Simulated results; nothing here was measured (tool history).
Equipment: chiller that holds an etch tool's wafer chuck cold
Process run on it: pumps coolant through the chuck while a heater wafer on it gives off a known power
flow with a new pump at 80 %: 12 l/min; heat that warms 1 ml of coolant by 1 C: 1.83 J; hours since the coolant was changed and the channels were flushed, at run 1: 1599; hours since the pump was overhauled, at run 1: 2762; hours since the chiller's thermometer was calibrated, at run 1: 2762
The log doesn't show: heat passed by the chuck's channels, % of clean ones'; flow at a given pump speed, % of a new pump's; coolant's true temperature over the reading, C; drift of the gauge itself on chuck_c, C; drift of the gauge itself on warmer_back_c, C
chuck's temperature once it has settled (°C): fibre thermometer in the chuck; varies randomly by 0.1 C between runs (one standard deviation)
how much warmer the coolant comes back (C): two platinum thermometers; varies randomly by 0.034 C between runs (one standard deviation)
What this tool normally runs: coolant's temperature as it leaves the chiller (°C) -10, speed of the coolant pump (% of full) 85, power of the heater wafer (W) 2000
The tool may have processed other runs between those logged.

| run | day | coolant's temperature as it leaves the chiller (°C) | speed of the coolant pump (% of full) | power of the heater wafer (W) | hours since the coolant was changed and the channels were flushed | hours since the pump was overhauled | hours since the chiller's thermometer was calibrated | chuck's temperature once it has settled (°C) | how much warmer the coolant comes back (C) |
|---|---|---|---|---|---|---|---|---|---|
| 1 | 0 | -10 | 85 | 2000 | 1599 | 2762 | 2762 | 9.9 | 5.53 |
| 2 | 3.658 | -10 | 85 | 2000 | 1687 | 2850 | 2850 | 9.9 | 5.52 |
| 3 | 8.25 | -10 | 85 | 1132 | 1797 | 2960 | 2960 | 1.1 | 3.12 |
| 4 | 14.625 | -10 | 85 | 1132 | 1950 | 3113 | 3113 | 1.2 | 3.17 |
| 5 | 20.654 | -10 | 85 | 1132 | 2094 | 3258 | 3258 | 1.4 | 3.15 |
| 6 | 24.971 | -10 | 85 | 1132 | 2198 | 3361 | 3361 | 1.3 | 3.15 |
| 7 | 31.225 | -10 | 85 | 1132 | 2348 | 3511 | 3511 | 1.4 | 3.22 |
| 8 | 36.683 | -10 | 85 | 1132 | 2479 | 3643 | 3643 | 1.4 | 3.14 |
| 9 | 40.758 | -10 | 85 | 1132 | 2577 | 3740 | 3740 | 1.4 | 3.21 |
| 10 | 45.388 | -10 | 85 | 1132 | 2688 | 3851 | 3851 | 1.5 | 3.17 |
| 11 | 52.079 | -10 | 85 | 1132 | 2849 | 4012 | 4012 | 1.5 | 3.22 |
| 12 | 55.75 | -14 | 85 | 2000 | 2937 | 4100 | 4100 | 6.9 | 5.7 |
| 13 | 61.912 | -14 | 85 | 1201 | 3085 | 4248 | 4248 | -1.7 | 3.41 |
| 14 | 69.854 | -14 | 85 | 1201 | 3275 | 4439 | 4439 | -1.6 | 3.42 |
| 15 | 77.667 | -14 | 85 | 1201 | 3463 | 4626 | 4626 | -1.5 | 3.42 |
| 16 | 85.383 | -14 | 85 | 1201 | 3648 | 4811 | 4811 | -1.3 | 3.47 |
| 17 | 90.633 | -10 | 83 | 2000 | 3774 | 4937 | 4937 | 12 | 5.97 |
| 18 | 98.892 | -6 | 98 | 2081 | 3972 | 5136 | 5136 | 13.7 | 5.28 |
| 19 | 104.646 | -6 | 71 | 1885 | 4110 | 5274 | 5274 | 18.4 | 6.68 |
| 20 | 112.012 | -4 | 82 | 2247 | 4287 | 5450 | 5450 | 21.7 | 6.85 |
| 21 | 119.317 | -4 | 85 | 1676 | 4462 | 5626 | 5626 | 14.5 | 5 |
| 22 | 127.588 | -9 | 83 | 1156 | 4661 | 5824 | 5824 | 3.9 | 3.5 |
|  | 133.825 | chiller's thermometer calibrated |
| 23 | 133.825 | -9 | 83 | 1156 | 4810 | 5973 | 0 | 4.8 | 3.47 |
| 24 | 138.183 | -18 | 85 | 2000 | 4914 | 6078 | 105 | 5.2 | 5.94 |
| 25 | 146.596 | -18 | 85 | 2000 | 5116 | 6279 | 306 | 5.4 | 5.98 |
| 26 | 150.146 | -3 | 85 | 1695 | 5201 | 6365 | 392 | 16.9 | 5.06 |
| 27 | 156.175 | -3 | 85 | 1695 | 5346 | 6509 | 536 | 17 | 5.12 |
| 28 | 164.4 | -10 | 85 | 1209 | 5543 | 6707 | 734 | 4.4 | 3.64 |
| 29 | 170.446 | -10 | 85 | 1209 | 5688 | 6852 | 879 | 4.5 | 3.72 |
| 30 | 176.717 | -10 | 69 | 2407 | 5839 | 7002 | 1029 | 25.5 | 9.1 |
| 31 | 182.046 | -14 | 91 | 1433 | 5967 | 7130 | 1157 | 2.4 | 4.09 |
| 32 | 185.912 | -10 | 92 | 1456 | 6060 | 7223 | 1250 | 6.5 | 4.09 |
| 33 | 193.017 | -10 | 85 | 2505 | 6230 | 7394 | 1421 | 20.6 | 7.74 |

Measured less the same run without the tool's hidden state. The same run-to-run variation is in both; the gauge's scatter may not be:
| run | chuck's temperature once it has settled (°C) | how much warmer the coolant comes back (C) |
|---|---|---|
| 1 | +1.5 | +0.37 |
| 2 | +1.6 | +0.39 |
| 3 | +0.8 | +0.22 |
| 4 | +0.8 | +0.23 |
| 5 | +0.9 | +0.24 |
| 6 | +0.9 | +0.25 |
| 7 | +1 | +0.26 |
| 8 | +1 | +0.28 |
| 9 | +1 | +0.28 |
| 10 | +1.1 | +0.29 |
| 11 | +1.1 | +0.3 |
| 12 | +2.5 | +0.54 |
| 13 | +1.3 | +0.34 |
| 14 | +1.4 | +0.36 |
| 15 | +1.5 | +0.37 |
| 16 | +1.6 | +0.4 |
| 17 | +3.3 | +0.69 |
| 18 | +3 | +0.64 |
| 19 | +4 | +0.82 |
| 20 | +4.4 | +0.87 |
| 21 | +3.1 | +0.65 |
| 22 | +2 | +0.48 |
| 23 | +2.9 | +0.49 |
| 24 | +4.9 | +0.84 |
| 25 | +5.1 | +0.87 |
| 26 | +4.4 | +0.75 |
| 27 | +4.6 | +0.77 |
| 28 | +3.3 | +0.57 |
| 29 | +3.4 | +0.58 |
| 30 | +8.7 | +1.47 |
| 31 | +4 | +0.67 |
| 32 | +4 | +0.69 |
| 33 | +7.9 | +1.32 |
